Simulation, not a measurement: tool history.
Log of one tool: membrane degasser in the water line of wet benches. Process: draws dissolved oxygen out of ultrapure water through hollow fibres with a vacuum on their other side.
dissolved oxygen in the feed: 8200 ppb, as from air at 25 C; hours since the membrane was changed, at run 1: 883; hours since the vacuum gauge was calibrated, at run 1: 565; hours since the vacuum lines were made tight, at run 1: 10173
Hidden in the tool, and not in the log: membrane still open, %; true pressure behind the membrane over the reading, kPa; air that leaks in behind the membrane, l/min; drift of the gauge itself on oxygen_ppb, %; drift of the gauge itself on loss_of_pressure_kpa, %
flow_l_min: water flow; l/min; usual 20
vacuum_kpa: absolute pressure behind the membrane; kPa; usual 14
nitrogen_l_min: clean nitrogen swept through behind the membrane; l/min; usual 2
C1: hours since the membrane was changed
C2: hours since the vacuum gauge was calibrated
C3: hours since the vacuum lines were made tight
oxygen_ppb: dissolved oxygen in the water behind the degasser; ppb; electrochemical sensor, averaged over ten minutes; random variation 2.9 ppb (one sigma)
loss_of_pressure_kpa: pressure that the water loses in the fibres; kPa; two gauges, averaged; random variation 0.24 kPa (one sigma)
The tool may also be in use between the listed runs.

run 1 hour=0 | flow_l_min=20 vacuum_kpa=14 nitrogen_l_min=2 | C1=883 C2=565 C3=10173 | oxygen_ppb=302.6 loss_of_pressure_kpa=62.59
run 2 hour=36 | flow_l_min=20 vacuum_kpa=14 nitrogen_l_min=2 | C1=919 C2=601 C3=10209 | oxygen_ppb=303.3 loss_of_pressure_kpa=62.6
run 3 hour=69.2 | flow_l_min=20 vacuum_kpa=14 nitrogen_l_min=2 | C1=952 C2=634 C3=10242 | oxygen_ppb=305.3 loss_of_pressure_kpa=62.27
run 4 hour=119.3 | flow_l_min=20 vacuum_kpa=14 nitrogen_l_min=2 | C1=1002 C2=684 C3=10292 | oxygen_ppb=306 loss_of_pressure_kpa=62.49
run 5 hour=154.1 | flow_l_min=20 vacuum_kpa=14 nitrogen_l_min=2 | C1=1037 C2=719 C3=10327 | oxygen_ppb=300.9 loss_of_pressure_kpa=62.78
run 6 hour=177.7 | flow_l_min=20 vacuum_kpa=14 nitrogen_l_min=2 | C1=1061 C2=742 C3=10351 | oxygen_ppb=296.5 loss_of_pressure_kpa=62.53
run 7 hour=199.7 | flow_l_min=20 vacuum_kpa=14 nitrogen_l_min=2 | C1=1083 C2=764 C3=10372 | oxygen_ppb=304.7 loss_of_pressure_kpa=62.54
run 8 hour=224.5 | flow_l_min=20 vacuum_kpa=14 nitrogen_l_min=2 | C1=1107 C2=789 C3=10397 | oxygen_ppb=304.9 loss_of_pressure_kpa=62.67
run 9 hour=266 | flow_l_min=20 vacuum_kpa=14 nitrogen_l_min=2 | C1=1149 C2=831 C3=10439 | oxygen_ppb=306 loss_of_pressure_kpa=62.66
run 10 hour=301.6 | flow_l_min=20 vacuum_kpa=14 nitrogen_l_min=2 | C1=1184 C2=866 C3=10474 | oxygen_ppb=303.4 loss_of_pressure_kpa=62.63
run 11 hour=348.1 | flow_l_min=20 vacuum_kpa=14 nitrogen_l_min=2 | C1=1231 C2=913 C3=10521 | oxygen_ppb=296.1 loss_of_pressure_kpa=62.72
run 12 hour=394.3 | flow_l_min=20 vacuum_kpa=24 nitrogen_l_min=2 | C1=1277 C2=959 C3=10567 | oxygen_ppb=527.2 loss_of_pressure_kpa=62.72
run 13 hour=419.3 | flow_l_min=20 vacuum_kpa=15.4 nitrogen_l_min=2 | C1=1302 C2=984 C3=10592 | oxygen_ppb=330.3 loss_of_pressure_kpa=62.72
run 14 hour=445.2 | flow_l_min=20 vacuum_kpa=15.4 nitrogen_l_min=2 | C1=1328 C2=1010 C3=10618 | oxygen_ppb=337.1 loss_of_pressure_kpa=62.76
run 15 hour=483.4 | flow_l_min=20 vacuum_kpa=15.4 nitrogen_l_min=2 | C1=1366 C2=1048 C3=10656 | oxygen_ppb=340.8 loss_of_pressure_kpa=62.7
run 16 hour=517.6 | flow_l_min=20 vacuum_kpa=14 nitrogen_l_min=2 | C1=1400 C2=1082 C3=10690 | oxygen_ppb=304 loss_of_pressure_kpa=62.53
run 17 hour=563.7 | flow_l_min=20 vacuum_kpa=14 nitrogen_l_min=2 | C1=1447 C2=1128 C3=10736 | oxygen_ppb=301.6 loss_of_pressure_kpa=62.32
run 18 hour=602.4 | flow_l_min=20 vacuum_kpa=14 nitrogen_l_min=2 | C1=1485 C2=1167 C3=10775 | oxygen_ppb=301.5 loss_of_pressure_kpa=62.86
run 19 hour=636.2 | flow_l_min=20 vacuum_kpa=10.4 nitrogen_l_min=2 | C1=1519 C2=1201 C3=10809 | oxygen_ppb=224.3 loss_of_pressure_kpa=63.02
run 20 hour=665.6 | flow_l_min=20 vacuum_kpa=10.4 nitrogen_l_min=2 | C1=1548 C2=1230 C3=10838 | oxygen_ppb=218.9 loss_of_pressure_kpa=62.93
run 21 hour=685.9 | flow_l_min=21 vacuum_kpa=17.8 nitrogen_l_min=2.47 | C1=1569 C2=1251 C3=10859 | oxygen_ppb=353 loss_of_pressure_kpa=65.71
run 22 hour=726.3 | flow_l_min=18 vacuum_kpa=9.5 nitrogen_l_min=1.06 | C1=1609 C2=1291 C3=10899 | oxygen_ppb=273.8 loss_of_pressure_kpa=56.6
run 23 hour=766.4 | flow_l_min=25 vacuum_kpa=34.6 nitrogen_l_min=2 | C1=1649 C2=1331 C3=10939 | oxygen_ppb=951.1 loss_of_pressure_kpa=78.19
run 24 hour=793.4 | flow_l_min=14 vacuum_kpa=14 nitrogen_l_min=4.24 | C1=1676 C2=1358 C3=10966 | oxygen_ppb=100.3 loss_of_pressure_kpa=43.8
run 25 hour=831.4 | flow_l_min=14 vacuum_kpa=14 nitrogen_l_min=4.24 | C1=1714 C2=1396 C3=11004 | oxygen_ppb=100.4 loss_of_pressure_kpa=43.86
run 26 hour=851.9 | flow_l_min=13 vacuum_kpa=23.1 nitrogen_l_min=4.49 | C1=1735 C2=1417 C3=11025 | oxygen_ppb=155 loss_of_pressure_kpa=40.91
run 27 hour=886.9 | flow_l_min=14 vacuum_kpa=11.4 nitrogen_l_min=1.49 | C1=1770 C2=1452 C3=11060 | oxygen_ppb=196.2 loss_of_pressure_kpa=44.19
run 28 hour=926.7 | flow_l_min=14 vacuum_kpa=11.4 nitrogen_l_min=1.49 | C1=1810 C2=1491 C3=11100 | oxygen_ppb=199 loss_of_pressure_kpa=43.95
run 29 hour=957 | flow_l_min=13 vacuum_kpa=19.9 nitrogen_l_min=5.95 | C1=1840 C2=1522 C3=11130 | oxygen_ppb=100.6 loss_of_pressure_kpa=40.72
run 30 hour=990.1 | flow_l_min=13 vacuum_kpa=19.9 nitrogen_l_min=5.95 | C1=1873 C2=1555 C3=11163 | oxygen_ppb=99.2 loss_of_pressure_kpa=40.67
run 31 hour=1012 | flow_l_min=14 vacuum_kpa=21.8 nitrogen_l_min=2 | C1=1895 C2=1577 C3=11185 | oxygen_ppb=328.4 loss_of_pressure_kpa=44.14

5 ways to go on from here, each from the tool as it stands after run 31. What would each give?
run A hour=1046.4 | flow_l_min=15 vacuum_kpa=14 nitrogen_l_min=2.23 | C1=1929 C2=1611 C3=11219 | oxygen_ppb=? loss_of_pressure_kpa=?
run B hour=1046.4 | flow_l_min=26 vacuum_kpa=22.5 nitrogen_l_min=2.71 | C1=1929 C2=1611 C3=11219 | oxygen_ppb=? loss_of_pressure_kpa=?
run C hour=1046.4 | flow_l_min=21 vacuum_kpa=13.8 nitrogen_l_min=2 | C1=1929 C2=1611 C3=11219 | oxygen_ppb=? loss_of_pressure_kpa=?
run D hour=1046.4 | flow_l_min=14 vacuum_kpa=20.8 nitrogen_l_min=2 | C1=1929 C2=1611 C3=11219 | oxygen_ppb=? loss_of_pressure_kpa=?
run E hour=1046.4 | flow_l_min=29 vacuum_kpa=21.8 nitrogen_l_min=2 | C1=1929 C2=1611 C3=11219 | oxygen_ppb=? loss_of_pressure_kpa=?

run=A oxygen_ppb=191.5 loss_of_pressure_kpa=47.2
run=B oxygen_ppb=553.2 loss_of_pressure_kpa=81.48
run=C oxygen_ppb=324.7 loss_of_pressure_kpa=66.16
run=D oxygen_ppb=314.4 loss_of_pressure_kpa=44.17
run=E oxygen_ppb=757.8 loss_of_pressure_kpa=90.91
Without the tool's hidden state the same runs would have given:
run=A oxygen_ppb=180.5 loss_of_pressure_kpa=46.65
run=B oxygen_ppb=534.2 loss_of_pressure_kpa=80.52
run=C oxygen_ppb=311.1 loss_of_pressure_kpa=65.39
run=D oxygen_ppb=296.5 loss_of_pressure_kpa=43.66
run=E oxygen_ppb=736.1 loss_of_pressure_kpa=89.84
